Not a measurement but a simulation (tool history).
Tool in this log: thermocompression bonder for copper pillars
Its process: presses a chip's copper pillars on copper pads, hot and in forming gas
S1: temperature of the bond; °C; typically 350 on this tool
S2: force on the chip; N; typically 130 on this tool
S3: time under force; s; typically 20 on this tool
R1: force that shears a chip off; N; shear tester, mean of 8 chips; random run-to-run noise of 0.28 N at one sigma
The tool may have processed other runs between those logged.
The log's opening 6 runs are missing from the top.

| run | day | S1 | S2 | S3 | R1 |
|---|---|---|---|---|---|
| 7 | 6.392 | 350 | 179 | 20 | 36.6 |
|  | 7.008 | forming gas filter changed |
| 8 | 7.192 | 350 | 179 | 20 | 41.2 |
| 9 | 7.792 | 350 | 179 | 20 | 41.0 |
| 10 | 8.746 | 350 | 179 | 18 | 39.4 |
| 11 | 9.908 | 350 | 179 | 18 | 39.3 |
| 12 | 10.775 | 350 | 179 | 18 | 39.3 |
| 13 | 11.729 | 350 | 179 | 18 | 38.6 |
| 14 | 12.275 | 350 | 179 | 18 | 38.5 |
| 15 | 13.067 | 350 | 130 | 20 | 32.4 |
| 16 | 14.000 | 350 | 140 | 20 | 34.0 |
| 17 | 15.125 | 320 | 140 | 20 | 23.8 |
| 18 | 15.708 | 320 | 140 | 20 | 23.3 |
| 19 | 16.608 | 350 | 104 | 20 | 27.3 |

Forecast run 20:
| 20 | 17.171 | 350 | 104 | 20 | ? |

R1: 27.3 N
With no hidden state in the tool, this same run would have given R1 28.4 N.
